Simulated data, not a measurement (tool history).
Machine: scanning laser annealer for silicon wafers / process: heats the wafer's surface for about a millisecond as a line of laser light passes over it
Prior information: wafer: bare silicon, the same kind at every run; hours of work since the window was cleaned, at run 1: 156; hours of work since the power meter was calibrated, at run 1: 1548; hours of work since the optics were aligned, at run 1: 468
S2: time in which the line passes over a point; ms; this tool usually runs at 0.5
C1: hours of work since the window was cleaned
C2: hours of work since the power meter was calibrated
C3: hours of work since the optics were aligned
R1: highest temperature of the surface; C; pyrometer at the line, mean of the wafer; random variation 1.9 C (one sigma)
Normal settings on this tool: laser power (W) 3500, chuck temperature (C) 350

Run 1, hour 0: usual settings; C1 156; C2 1548; C3 468. Result: R1 1074 C.
Run 2, hour 49.7: usual settings but S2 0.361 ms; C1 191; C2 1583; C3 502. Result: R1 956 C.
Run 3, hour 125: usual settings; C1 243; C2 1635; C3 555. Result: R1 1061 C.
Run 4, hour 202.3: usual settings but laser power (W) 3707; C1 297; C2 1689; C3 609. Result: R1 1105 C.
Run 5, hour 237.8: usual settings; C1 322; C2 1714; C3 633. Result: R1 1054 C.
Run 6, hour 303.7: usual settings but S2 0.489 ms; C1 368; C2 1760; C3 679. Result: R1 1036 C.
Run 7, hour 377: usual settings but chuck temperature (C) 369; C1 419; C2 1811; C3 730. Result: R1 1061 C.
Run 8, hour 440.2: usual settings; C1 463; C2 1855; C3 775. Result: R1 1036 C.
At hour 491: window over the wafer cleaned.
Run 9, hour 518.9: usual settings; C1 19; C2 1909; C3 828. Result: R1 1081 C.
Run 10, hour 565.1: usual settings but laser power (W) 3302, S2 0.494 ms, chuck temperature (C) 319; C1 52; C2 1941; C3 860. Result: R1 988 C.
Run 11, hour 602.7: usual settings but laser power (W) 3302, S2 0.494 ms, chuck temperature (C) 319; C1 78; C2 1967; C3 886. Result: R1 986 C.
Run 12, hour 653.6: usual settings but chuck temperature (C) 330; C1 113; C2 2002; C3 922. Result: R1 1050 C.
Run 13, hour 701.2: usual settings but chuck temperature (C) 351; C1 146; C2 2036; C3 955. Result: R1 1067 C.
Run 14, hour 759.9: usual settings but laser power (W) 3605, S2 0.442 ms, chuck temperature (C) 327; C1 187; C2 2077; C3 996. Result: R1 1021 C.
Run 15, hour 803.7: usual settings but laser power (W) 3605, S2 0.442 ms, chuck temperature (C) 327; C1 218; C2 2107; C3 1026. Result: R1 1015 C.
Run 16, hour 861.1: usual settings but laser power (W) 3605, S2 0.442 ms, chuck temperature (C) 327; C1 258; C2 2147; C3 1066. Result: R1 1018 C.
Run 17, hour 908.3: usual settings but laser power (W) 3605, S2 0.442 ms, chuck temperature (C) 327; C1 291; C2 2180; C3 1099. Result: R1 1012 C.
Run 18, hour 973.2: usual settings but laser power (W) 3812; C1 336; C2 2225; C3 1145. Result: R1 1128 C.

Branching from run 18: 5 alternative next runs. What would each branch give?
Run A, hour 1050.1: usual settings but laser power (W) 3812, S2 0.499 ms, chuck temperature (C) 379; C1 390; C2 2279; C3 1198. Result: R1 ?.
Run B, hour 1050.1: usual settings but laser power (W) 3172, S2 0.542 ms, chuck temperature (C) 360; C1 390; C2 2279; C3 1198. Result: R1 ?.
Run C, hour 1050.1: usual settings but laser power (W) 3046, S2 0.399 ms, chuck temperature (C) 359; C1 390; C2 2279; C3 1198. Result: R1 ?.
Run D, hour 1050.1: usual settings but laser power (W) 3733, S2 0.366 ms, chuck temperature (C) 378; C1 390; C2 2279; C3 1198. Result: R1 ?.
Run E, hour 1050.1: usual settings but laser power (W) 3662, S2 0.553 ms; C1 390; C2 2279; C3 1198. Result: R1 ?.

run    R1
  A  1148
  B   997
  C   881
  D  1020
  E  1119
Take away the tool's hidden state, keep each run's random variation, and the runs would have read:
run    R1
  A  1200
  B  1040
  C   916
  D  1063
  E  1171
